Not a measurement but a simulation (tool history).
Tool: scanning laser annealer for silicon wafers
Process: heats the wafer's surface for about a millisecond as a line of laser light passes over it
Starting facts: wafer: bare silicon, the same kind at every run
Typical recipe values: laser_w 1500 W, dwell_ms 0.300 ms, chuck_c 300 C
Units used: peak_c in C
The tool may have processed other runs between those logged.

run   hour  laser_w  dwell_ms  chuck_c  peak_c
  1    0.0     1500     0.300      300    1107
  2   29.4     1500     0.300      300    1108
  3   46.3     1500     0.300      300    1109
  4   80.5     1500     0.300      300    1110
  5  106.5     1500     0.300      300    1105
  6  139.5     1500     0.300      300    1106
  7  162.7     1500     0.300      300    1102
  8  178.2     1500     0.300      300    1105
  9  207.6     1500     0.300      300    1101
 10  240.0     1500     0.300      300    1101
 11  262.6     1500     0.300      300    1099
 12  299.1     1500     0.300      300    1100
 13  330.2     1641     0.339      291    1245
 14  352.9     1641     0.339      291    1246

Run 15 is up next; what results do you expect?
 15  389.6     1641     0.244      297       ?

{"run 15": {"peak_c": 1103}}
Were there no unlogged condition in the tool, this run, its random variation unchanged, would have produced peak_c 1131 C.
